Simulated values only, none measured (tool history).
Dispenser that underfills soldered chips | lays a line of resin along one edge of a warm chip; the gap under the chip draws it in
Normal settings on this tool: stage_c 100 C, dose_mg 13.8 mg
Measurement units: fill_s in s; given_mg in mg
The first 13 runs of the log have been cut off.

run   hour  stage_c  dose_mg  hours of work since the syringe was changed  hours of work since the valve was cleaned  hours of work since the stage was calibrated  fill_s  given_mg
      68.8  -- new syringe of resin
 14   68.9      100     14.1                                            0                                         39                                           163    30.2     13.82
 15   74.9      100     14.1                                            4                                         42                                           167    35.4     13.81
      79.9  -- new syringe of resin
 16   81.9      100     14.1                                            1                                         47                                           171    32.1     13.80
 17   85.4      100     14.1                                            3                                         49                                           173    36.0     13.76
 18   89.3       99     14.5                                            6                                         51                                           176    39.9     14.16
      91.1  -- new syringe of resin
 19   94.8       89     17.6                                            2                                         54                                           179    47.6     17.12
     102.2  -- new syringe of resin
 20  102.2       98     15.7                                            0                                         59                                           183    32.9     15.19
 21  106.6       98     15.7                                            3                                         62                                           186    36.1     15.25
     112.8  -- dispensing valve cleaned and set on the balance
     114.3  -- new syringe of resin
 22  114.3       92     13.9                                            0                                          1                                           190    39.8     13.92
 23  119.7       92     12.3                                            3                                          4                                           193    47.3     12.29
 24  124.3      105     13.5                                            6                                          7                                           196    33.2     13.50
     125.9  -- new syringe of resin
 25  131.7      109     13.1                                            4                                         11                                           201    26.2     13.03

Forecast run 26:
 26  135.3       89     17.5                                            6                                         14                                           203       ?         ?

{"run 26": {"fill_s": 55.3, "given_mg": 17.46}}
With no hidden state in the tool, this same run would have given fill_s 42.8 s, given_mg 17.58 mg.

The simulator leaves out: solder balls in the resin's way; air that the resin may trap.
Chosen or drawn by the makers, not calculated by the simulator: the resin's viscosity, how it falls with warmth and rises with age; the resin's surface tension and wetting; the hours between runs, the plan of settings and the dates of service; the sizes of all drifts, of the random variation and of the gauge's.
